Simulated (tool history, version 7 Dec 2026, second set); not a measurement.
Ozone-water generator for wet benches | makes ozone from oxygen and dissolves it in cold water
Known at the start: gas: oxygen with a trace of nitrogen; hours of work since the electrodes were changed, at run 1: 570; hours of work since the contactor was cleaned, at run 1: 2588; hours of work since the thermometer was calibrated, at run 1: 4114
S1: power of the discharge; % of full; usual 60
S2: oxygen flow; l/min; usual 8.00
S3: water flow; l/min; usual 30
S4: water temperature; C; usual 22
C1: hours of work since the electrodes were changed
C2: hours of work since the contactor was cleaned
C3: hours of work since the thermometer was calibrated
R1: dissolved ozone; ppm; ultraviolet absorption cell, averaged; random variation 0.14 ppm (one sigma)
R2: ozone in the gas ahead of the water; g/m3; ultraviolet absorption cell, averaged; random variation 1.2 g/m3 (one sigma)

run,hour,S1,S2,S3,S4,C1,C2,C3,R1,R2
1,0.0,60,8.00,30,22,570,2588,4114,16.8,212.5
2,29.9,60,8.00,30,22,597,2615,4141,16.6,213.0
3,44.9,60,8.00,21,22,610,2629,4154,22.0,215.4
4,75.0,60,8.00,21,22,637,2656,4181,21.8,211.7
5,106.6,60,8.00,21,22,666,2684,4210,21.9,213.1
6,127.8,60,8.00,29,22,685,2703,4229,17.2,216.5
7,155.3,60,8.00,29,22,710,2728,4253,17.0,212.8
8,182.3,60,8.00,19,22,734,2752,4278,23.5,215.0
9,212.0,60,8.00,19,22,760,2779,4304,23.6,214.9
10,241.6,60,8.00,26,22,787,2805,4331,18.6,215.7
11,267.2,60,8.00,26,22,810,2828,4354,18.8,218.0
12,281.1,60,9.49,30,22,823,2841,4366,17.1,199.2
13,305.0,60,8.00,30,16,844,2862,4388,18.0,216.4
14,331.7,60,8.00,30,16,868,2886,4412,18.1,216.2
15,358.3,60,10.64,30,16,892,2910,4436,18.8,190.2
16,387.9,60,10.64,30,16,918,2937,4462,18.7,193.3
17,403.5,60,10.64,30,16,932,2951,4476,18.4,191.6
18,435.2,60,10.64,22,16,961,2979,4505,23.4,192.9
19,448.7,75,7.29,23,24,973,2991,4517,23.2,269.5
20,474.6,75,7.29,23,24,996,3015,4540,23.9,271.3
# hour 499.2: gauge calibrated
21,503.7,60,8.00,48,21,1022,3041,4566,10.9,211.5
22,526.4,60,4.46,26,22,1043,3061,4587,17.4,274.4
23,549.4,60,8.00,27,29,1063,3082,4607,16.2,213.4
24,564.3,60,8.00,20,19,1077,3095,4621,24.3,213.4
25,595.3,47,7.44,30,21,1105,3123,4649,14.1,183.6
26,615.3,45,4.70,34,29,1123,3141,4667,10.3,219.6
27,643.7,60,8.00,27,25,1148,3166,4692,17.0,215.7
28,663.7,60,5.14,30,25,1166,3184,4710,15.1,258.6
29,682.3,60,5.14,30,25,1183,3201,4727,15.1,261.0
30,698.8,60,5.14,30,25,1198,3216,4742,15.0,260.4
31,729.4,62,5.25,38,19,1225,3243,4769,13.1,266.5
32,757.0,48,5.25,25,26,1250,3268,4794,14.7,220.7
33,784.5,48,5.25,25,26,1275,3293,4818,14.9,219.6

4 ways to go on from here, each from the tool as it stands after run 33. What would each give?
A,809.7,57,6.63,25,22,1297,3316,4841,?,?
B,809.7,75,12.06,30,25,1297,3316,4841,?,?
C,809.7,48,5.25,25,29,1297,3316,4841,?,?
D,809.7,71,5.25,32,24,1297,3316,4841,?,?

run,R1,R2
A,18.3,225.4
B,18.7,213.4
C,14.2,219.9
D,16.4,293.8
Without the tool's hidden state the same runs would have given:
run,R1,R2
A,18.3,221.4
B,18.7,209.6
C,14.2,216.0
D,16.4,288.6
